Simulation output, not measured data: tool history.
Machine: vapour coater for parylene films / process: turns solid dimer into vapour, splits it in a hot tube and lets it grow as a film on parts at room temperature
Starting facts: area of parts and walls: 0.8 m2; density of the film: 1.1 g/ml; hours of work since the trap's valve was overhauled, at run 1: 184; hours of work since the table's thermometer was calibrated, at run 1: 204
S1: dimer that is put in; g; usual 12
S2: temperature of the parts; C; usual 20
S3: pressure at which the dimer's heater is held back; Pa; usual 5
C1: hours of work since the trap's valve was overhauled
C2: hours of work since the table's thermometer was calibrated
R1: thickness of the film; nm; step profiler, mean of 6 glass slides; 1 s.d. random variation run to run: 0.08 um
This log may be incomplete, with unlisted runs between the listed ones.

Run 1, hour 0: usual settings; C1 184; C2 204. Result: R1 10630 nm.
Run 2, hour 14.6: usual settings; C1 194; C2 214. Result: R1 10720 nm.
Run 3, hour 24.3: usual settings; C1 200; C2 221. Result: R1 10570 nm.
Run 4, hour 37.7: usual settings but S2 22 C; C1 209; C2 230. Result: R1 9900 nm.
Run 5, hour 51.2: usual settings but S2 22 C; C1 218; C2 239. Result: R1 9930 nm.
Run 6, hour 62.4: usual settings but S2 17 C; C1 226; C2 246. Result: R1 11770 nm.
Run 7, hour 73: usual settings; C1 233; C2 254. Result: R1 10640 nm.
Run 8, hour 87.7: usual settings; C1 243; C2 264. Result: R1 10600 nm.
Run 9, hour 97.3: usual settings; C1 250; C2 270. Result: R1 10600 nm.
Run 10, hour 110.4: usual settings; C1 259; C2 279. Result: R1 10780 nm.
Run 11, hour 121.6: usual settings; C1 266; C2 287. Result: R1 10730 nm.
Run 12, hour 139.7: usual settings but S2 14 C; C1 278; C2 299. Result: R1 13340 nm.
Run 13, hour 152.2: usual settings but S2 14 C; C1 287; C2 307. Result: R1 13060 nm.
Run 14, hour 163.8: usual settings but S3 7.58 Pa; C1 295; C2 315. Result: R1 9990 nm.
Run 15, hour 172.3: usual settings; C1 301; C2 321. Result: R1 10470 nm.
Run 16, hour 181.2: usual settings; C1 307; C2 327. Result: R1 10730 nm.
Run 17, hour 189.4: usual settings; C1 312; C2 332. Result: R1 10410 nm.
Run 18, hour 201.1: usual settings; C1 320; C2 340. Result: R1 10690 nm.
Run 19, hour 210.7: usual settings; C1 327; C2 347. Result: R1 10590 nm.
Run 20, hour 229.9: usual settings but S2 25 C; C1 340; C2 360. Result: R1 8780 nm.
Run 21, hour 238.9: usual settings but S2 25 C; C1 346; C2 366. Result: R1 8850 nm.
Run 22, hour 247.3: usual settings but S2 25 C; C1 351; C2 372. Result: R1 8890 nm.
Run 23, hour 264.8: usual settings but S1 15 g; C1 363; C2 384. Result: R1 13200 nm.
Run 24, hour 281.8: usual settings but S1 15 g; C1 375; C2 395. Result: R1 13440 nm.
Run 25, hour 292.8: usual settings but S1 8 g, S2 15 C; C1 382; C2 402. Result: R1 8470 nm.
Run 26, hour 304.1: usual settings but S2 19 C; C1 390; C2 410. Result: R1 10980 nm.
Run 27, hour 314.1: usual settings but S1 7 g, S2 12 C; C1 397; C2 417. Result: R1 7790 nm.
Run 28, hour 322.4: usual settings but S1 11 g, S2 14 C, S3 2.37 Pa; C1 402; C2 423. Result: R1 12110 nm.
Run 29, hour 338.3: usual settings but S1 7 g, S3 2.93 Pa; C1 413; C2 433. Result: R1 6660 nm.
Run 30, hour 356.7: usual settings but S1 7 g, S3 2.93 Pa; C1 425; C2 446. Result: R1 6650 nm.
Run 31, hour 364.9: usual settings but S1 7 g, S3 2.93 Pa; C1 431; C2 451. Result: R1 6650 nm.
Run 32, hour 379: usual settings but S1 7 g, S3 2.93 Pa; C1 441; C2 461. Result: R1 6660 nm.
Run 33, hour 393.5: usual settings but S1 7 g, S3 2.93 Pa; C1 450; C2 471. Result: R1 6720 nm.
Run 34, hour 410.9: usual settings but S1 7 g, S3 2.93 Pa; C1 462; C2 482. Result: R1 6680 nm.

Expected results for the next run?
At hour 421.7: trap's valve overhauled.
Run 35, hour 430.5: usual settings but S1 6 g, S2 12 C; C1 6; C2 493. Result: R1 ?.

Logged for run 35: R1 6610 nm.
Take away the tool's hidden state, keep the run-to-run variation as it was, and the same run would have given R1 6610 nm.
